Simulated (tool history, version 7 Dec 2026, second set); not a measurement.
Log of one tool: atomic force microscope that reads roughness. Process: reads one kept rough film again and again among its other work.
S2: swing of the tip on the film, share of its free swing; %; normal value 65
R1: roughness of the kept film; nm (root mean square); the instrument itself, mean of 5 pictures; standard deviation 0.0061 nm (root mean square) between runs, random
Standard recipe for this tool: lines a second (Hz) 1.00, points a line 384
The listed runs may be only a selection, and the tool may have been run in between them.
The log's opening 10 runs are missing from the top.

Run 11, hour 177.7: usual settings. Result: R1 1.132 nm (root mean square).
Run 12, hour 197.3: usual settings but points a line 259. Result: R1 1.122 nm (root mean square).
At hour 204.1: new tip fitted.
Run 13, hour 223.4: usual settings but points a line 259. Result: R1 1.120 nm (root mean square).
Run 14, hour 244.3: usual settings. Result: R1 1.130 nm (root mean square).
Run 15, hour 261.9: usual settings. Result: R1 1.141 nm (root mean square).
At hour 266.9: new tip fitted.
Run 16, hour 278.0: usual settings. Result: R1 1.148 nm (root mean square).
Run 17, hour 302.9: usual settings but lines a second (Hz) 1.23. Result: R1 1.132 nm (root mean square).
Run 18, hour 317.9: usual settings but lines a second (Hz) 1.23, points a line 331. Result: R1 1.126 nm (root mean square).
At hour 330.5: new tip fitted.
Run 19, hour 333.1: usual settings but lines a second (Hz) 1.23, points a line 363. Result: R1 1.125 nm (root mean square).
Run 20, hour 347.5: usual settings but lines a second (Hz) 1.23, points a line 363. Result: R1 1.138 nm (root mean square).
Run 21, hour 366.5: usual settings but lines a second (Hz) 1.23, points a line 363. Result: R1 1.129 nm (root mean square).

Run 22 is up next; what results do you expect?
Run 22, hour 385.0: usual settings but lines a second (Hz) 1.23, points a line 363. Result: R1 ?.

R1: 1.132 nm (root mean square)
Without the tool's hidden state the same run would have given R1 1.134 nm (root mean square).
